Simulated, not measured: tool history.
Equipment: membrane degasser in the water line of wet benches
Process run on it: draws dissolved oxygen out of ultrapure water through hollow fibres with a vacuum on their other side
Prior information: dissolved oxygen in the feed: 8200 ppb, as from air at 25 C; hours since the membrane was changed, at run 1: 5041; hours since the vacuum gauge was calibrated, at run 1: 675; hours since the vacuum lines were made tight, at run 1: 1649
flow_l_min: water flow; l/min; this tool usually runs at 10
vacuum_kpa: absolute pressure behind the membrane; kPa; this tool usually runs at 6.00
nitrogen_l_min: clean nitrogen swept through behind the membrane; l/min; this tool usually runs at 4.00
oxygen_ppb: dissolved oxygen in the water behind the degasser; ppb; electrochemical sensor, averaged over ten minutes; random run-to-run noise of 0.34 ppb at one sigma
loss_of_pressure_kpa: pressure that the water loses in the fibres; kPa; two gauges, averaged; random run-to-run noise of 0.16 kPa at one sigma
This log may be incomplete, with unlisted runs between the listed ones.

run    hour  flow_l_min  vacuum_kpa  nitrogen_l_min  hours since the membrane was changed  hours since the vacuum gauge was calibrated  hours since the vacuum lines were made tight  oxygen_ppb  loss_of_pressure_kpa
  1     0.0          10        6.00            4.00                                  5041                                          675                                          1649        22.1                 29.68
  2    93.7          10        6.00            4.00                                  5135                                          769                                          1743        21.6                 29.68
  3   226.6          10        6.00            4.00                                  5268                                          902                                          1875        21.4                 29.81
  4   355.4          10        6.00            4.00                                  5397                                         1031                                          2004        22.1                 29.38
  5   504.9          10       11.93            4.00                                  5546                                         1180                                          2154        58.3                 29.75
  6   693.4          10       11.93            4.00                                  5735                                         1369                                          2342        58.1                 29.73
  7   841.8          10       11.93            4.00                                  5883                                         1517                                          2491        58.7                 29.73
  8   979.1          10        6.00            4.00                                  6020                                         1655                                          2628        21.9                 29.53
  9  1130.0          10        6.00            5.11                                  6171                                         1805                                          2779        18.1                 29.76
 10  1319.9          10        6.00            4.00                                  6361                                         1995                                          2969        21.9                 29.73
 11  1488.4          10        6.00            4.00                                  6530                                         2164                                          3137        21.9                 29.87
 12  1596.4          10        6.00            4.00                                  6638                                         2272                                          3245        21.4                 30.02
 13  1735.1          10        6.00            4.00                                  6777                                         2411                                          3384        21.7                 30.13
 14  1826.0           7        6.00            4.00                                  6867                                         2501                                          3475        13.5                 20.92
 15  1982.4           7        6.00            4.00                                  7024                                         2658                                          3631        13.6                 20.77
 16  2095.0          10        6.00            4.00                                  7136                                         2770                                          3744        21.8                 30.01
 17  2277.0          11        6.00            4.61                                  7318                                         2952                                          3926        22.3                 33.24
 18  2357.4           9       13.02            1.87                                  7399                                         3033                                          4006       115.4                 26.95
 19  2512.9           8        7.05            7.90                                  7554                                         3188                                          4162        12.0                 24.19
 20  2613.0          11       13.59            5.24                                  7654                                         3288                                          4262        60.4                 33.13
 21  2779.5          11       13.59            5.24                                  7821                                         3455                                          4428        59.9                 33.11
 22  2858.9           9        6.00            4.00                                  7900                                         3534                                          4508        18.8                 27.34
 23  2980.9           9        5.93            5.17                                  8022                                         3656                                          4630        15.0                 26.79
 24  3096.8           9        5.93            5.17                                  8138                                         3772                                          4746        14.8                 27.07
 25  3213.7          15        6.00            1.75                                  8255                                         3889                                          4863        70.9                 45.60
     3256.5  -- membrane cartridge changed
 26  3323.7          15        6.00            1.75                                    67                                         3995                                          4969        70.2                 45.11
     3491.5  -- gauge calibrated
 27  3495.2          15        6.00            1.75                                   239                                         4167                                          5140        70.5                 44.14
 28  3604.9          15        6.00            1.75                                   348                                         4276                                          5250        70.7                 44.34
 29  3698.5          10       11.39            1.75                                   442                                         4370                                          5343       117.6                 29.73
 30  3856.9          14        9.90            1.75                                   600                                         4528                                          5502       139.9                 41.24
 31  3963.9          14        9.90            1.75                                   707                                         4635                                          5609       137.9                 41.44

Predict each of these 4 candidate next runs independently; none follows another, all start after run 31:
     4066.8  -- seals of the vacuum lines changed
  A  4117.3          13        6.00            4.00                                   859                                         4787                                            51           ?                     ?
     4066.8  -- seals of the vacuum lines changed
  B  4117.3           8        3.68            1.75                                   859                                         4787                                            51           ?                     ?
     4066.8  -- seals of the vacuum lines changed
  C  4117.3          10        9.90            1.75                                   859                                         4787                                            51           ?                     ?
     4066.8  -- seals of the vacuum lines changed
  D  4117.3          15        5.94            3.65                                   859                                         4787                                            51           ?                     ?

run  oxygen_ppb  loss_of_pressure_kpa
  A        32.5                 38.57
  B         7.3                 23.44
  C        95.5                 29.42
  D        41.4                 44.58
The same runs, with their run-to-run variation unchanged, on a tool lacking any hidden condition would have given:
run  oxygen_ppb  loss_of_pressure_kpa
  A        32.4                 38.38
  B         7.1                 23.32
  C        95.4                 29.27
  D        41.3                 44.35
